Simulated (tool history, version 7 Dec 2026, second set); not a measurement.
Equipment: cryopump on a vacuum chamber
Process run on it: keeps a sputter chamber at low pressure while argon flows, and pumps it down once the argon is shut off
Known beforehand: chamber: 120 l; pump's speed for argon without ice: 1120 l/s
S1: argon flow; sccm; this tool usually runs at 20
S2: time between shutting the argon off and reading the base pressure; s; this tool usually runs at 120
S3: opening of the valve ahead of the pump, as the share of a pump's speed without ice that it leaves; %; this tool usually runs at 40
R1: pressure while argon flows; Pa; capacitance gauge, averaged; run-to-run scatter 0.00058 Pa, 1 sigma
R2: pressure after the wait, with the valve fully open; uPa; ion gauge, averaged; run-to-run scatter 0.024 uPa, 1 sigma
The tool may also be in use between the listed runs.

{"run": 1, "hour": 0.0, "S1": 20, "S2": 120, "S3": 40, "R1": 0.0769, "R2": 1.17}
{"run": 2, "hour": 12.7, "S1": 20, "S2": 120, "S3": 40, "R1": 0.0775, "R2": 1.25}
{"run": 3, "hour": 20.6, "S1": 20, "S2": 120, "S3": 40, "R1": 0.0786, "R2": 1.2}
{"run": 4, "hour": 31.2, "S1": 20, "S2": 120, "S3": 40, "R1": 0.0783, "R2": 1.2}
{"run": 5, "hour": 46.7, "S1": 29, "S2": 120, "S3": 40, "R1": 0.1126, "R2": 1.2}
{"run": 6, "hour": 55.3, "S1": 29, "S2": 120, "S3": 40, "R1": 0.1141, "R2": 1.19}
{"run": 7, "hour": 64.0, "S1": 29, "S2": 120, "S3": 40, "R1": 0.1125, "R2": 1.23}
{"run": 8, "hour": 74.2, "S1": 29, "S2": 120, "S3": 40, "R1": 0.1139, "R2": 1.22}
{"run": 9, "hour": 88.8, "S1": 29, "S2": 120, "S3": 40, "R1": 0.1144, "R2": 1.23}
{"run": 10, "hour": 97.0, "S1": 29, "S2": 120, "S3": 47, "R1": 0.0985, "R2": 1.26}
{"run": 11, "hour": 103.4, "S1": 29, "S2": 120, "S3": 47, "R1": 0.0994, "R2": 1.24}
{"run": 12, "hour": 110.4, "S1": 29, "S2": 120, "S3": 47, "R1": 0.0969, "R2": 1.21}
{"run": 13, "hour": 124.5, "S1": 20, "S2": 120, "S3": 45, "R1": 0.0714, "R2": 1.26}
{"run": 14, "hour": 136.6, "S1": 20, "S2": 45, "S3": 45, "R1": 0.0708, "R2": 2.16}
{"run": 15, "hour": 152.0, "S1": 20, "S2": 133, "S3": 45, "R1": 0.0703, "R2": 1.21}
{"run": 16, "hour": 160.6, "S1": 20, "S2": 120, "S3": 40, "R1": 0.0803, "R2": 1.23}
{"run": 17, "hour": 175.2, "S1": 20, "S2": 120, "S3": 40, "R1": 0.0804, "R2": 1.27}
{"run": 18, "hour": 189.3, "S1": 28, "S2": 49, "S3": 19, "R1": 0.227, "R2": 2.11}
{"run": 19, "hour": 200.6, "S1": 28, "S2": 49, "S3": 19, "R1": 0.2304, "R2": 2.08}
{"run": 20, "hour": 214.0, "S1": 28, "S2": 49, "S3": 19, "R1": 0.2301, "R2": 2.05}
{"run": 21, "hour": 227.8, "S1": 21, "S2": 74, "S3": 40, "R1": 0.0844, "R2": 1.65}
{"run": 22, "hour": 239.3, "S1": 21, "S2": 74, "S3": 40, "R1": 0.0846, "R2": 1.66}
{"run": 23, "hour": 249.6, "S1": 11, "S2": 120, "S3": 25, "R1": 0.0696, "R2": 1.33}
{"run": 24, "hour": 256.0, "S1": 11, "S2": 120, "S3": 25, "R1": 0.0702, "R2": 1.3}
{"run": 25, "hour": 271.5, "S1": 13, "S2": 279, "S3": 24, "R1": 0.0847, "R2": 1.0}
{"run": 26, "hour": 283.4, "S1": 26, "S2": 279, "S3": 60, "R1": 0.0725, "R2": 0.97}
{"run": 27, "hour": 290.6, "S1": 26, "S2": 279, "S3": 60, "R1": 0.0731, "R2": 0.97}
{"run": 28, "hour": 298.2, "S1": 26, "S2": 279, "S3": 60, "R1": 0.0727, "R2": 0.99}
{"run": 29, "hour": 304.7, "S1": 10, "S2": 41, "S3": 18, "R1": 0.0879, "R2": 2.39}
{"run": 30, "hour": 312.8, "S1": 26, "S2": 22, "S3": 21, "R1": 0.1951, "R2": 3.81}
{"run": 31, "hour": 322.7, "S1": 27, "S2": 135, "S3": 17, "R1": 0.2461, "R2": 1.28}
{"run": 32, "hour": 332.6, "S1": 27, "S2": 135, "S3": 17, "R1": 0.247, "R2": 1.25}
{"run": 33, "hour": 348.3, "S1": 20, "S2": 120, "S3": 16, "R1": 0.196, "R2": 1.32}
{"run": 34, "hour": 362.9, "S1": 20, "S2": 80, "S3": 44, "R1": 0.0758, "R2": 1.64}

What if the next run were any one of these 3? Each begins from the tool's condition after run 34:
{"run": "A", "hour": 372.0, "S1": 15, "S2": 76, "S3": 44, "R1": "?", "R2": "?"}
{"run": "B", "hour": 372.0, "S1": 34, "S2": 209, "S3": 31, "R1": "?", "R2": "?"}
{"run": "C", "hour": 372.0, "S1": 23, "S2": 120, "S3": 24, "R1": "?", "R2": "?"}

run=A R1=0.0568 R2=1.68
run=B R1=0.1763 R2=1.10
run=C R1=0.1531 R2=1.37
Without the tool's hidden state the same runs would have given:
run=A R1=0.0520 R2=1.16
run=B R1=0.1655 R2=0.58
run=C R1=0.1457 R2=0.85
